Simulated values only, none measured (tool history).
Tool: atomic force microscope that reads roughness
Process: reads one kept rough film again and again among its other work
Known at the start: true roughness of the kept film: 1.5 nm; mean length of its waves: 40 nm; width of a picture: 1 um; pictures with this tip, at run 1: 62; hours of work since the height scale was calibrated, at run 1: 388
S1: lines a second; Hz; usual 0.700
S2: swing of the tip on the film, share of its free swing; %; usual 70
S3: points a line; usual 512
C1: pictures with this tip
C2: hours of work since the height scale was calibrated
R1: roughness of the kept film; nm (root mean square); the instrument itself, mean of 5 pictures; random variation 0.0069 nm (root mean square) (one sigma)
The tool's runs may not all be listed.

run,hour,S1,S2,S3,C1,C2,R1
1,0.0,0.700,70,512,62,388,1.332
# hour 4.8: new tip fitted
2,23.8,0.700,70,512,20,398,1.362
3,48.4,1.852,70,512,46,409,1.255
# hour 68.6: new tip fitted
4,77.6,0.700,70,512,10,421,1.382
5,94.7,0.700,83,512,28,428,1.294
6,116.9,0.700,83,512,52,438,1.272
# hour 130.4: new tip fitted
7,142.9,0.700,70,512,13,449,1.378
8,165.2,0.700,70,512,37,459,1.354
9,186.4,0.700,70,512,60,468,1.306
# hour 193.6: new tip fitted
10,208.0,0.700,81,512,15,477,1.325
11,231.8,0.510,70,512,41,487,1.350
# hour 255.6: new tip fitted
12,257.4,0.510,70,512,2,498,1.408
13,273.8,3.940,70,512,19,505,1.141
14,301.4,3.940,70,512,49,517,1.103
# hour 318.0: new tip fitted
15,336.1,0.728,73,758,19,532,1.353
16,355.5,0.728,73,560,40,540,1.335
17,372.8,0.700,76,380,58,548,1.284
# hour 381.0: new tip fitted
18,393.9,0.598,85,440,14,556,1.323
19,417.5,0.700,67,684,39,567,1.355
20,431.9,3.126,63,505,55,573,1.207
# hour 443.0: new tip fitted
21,453.4,0.700,58,756,11,582,1.416
22,480.5,0.700,58,756,40,594,1.375
23,504.0,0.700,58,756,65,604,1.336
# hour 507.4: new tip fitted
24,528.8,1.128,80,756,23,614,1.266
25,560.7,1.165,69,786,57,628,1.299

Forecast run 26:
# hour 571.4: new tip fitted
26,578.9,0.773,67,422,8,636,?

Run 26 gave R1 1.393 nm (root mean square).
Without the tool's hidden state the same run would have given R1 1.403 nm (root mean square).

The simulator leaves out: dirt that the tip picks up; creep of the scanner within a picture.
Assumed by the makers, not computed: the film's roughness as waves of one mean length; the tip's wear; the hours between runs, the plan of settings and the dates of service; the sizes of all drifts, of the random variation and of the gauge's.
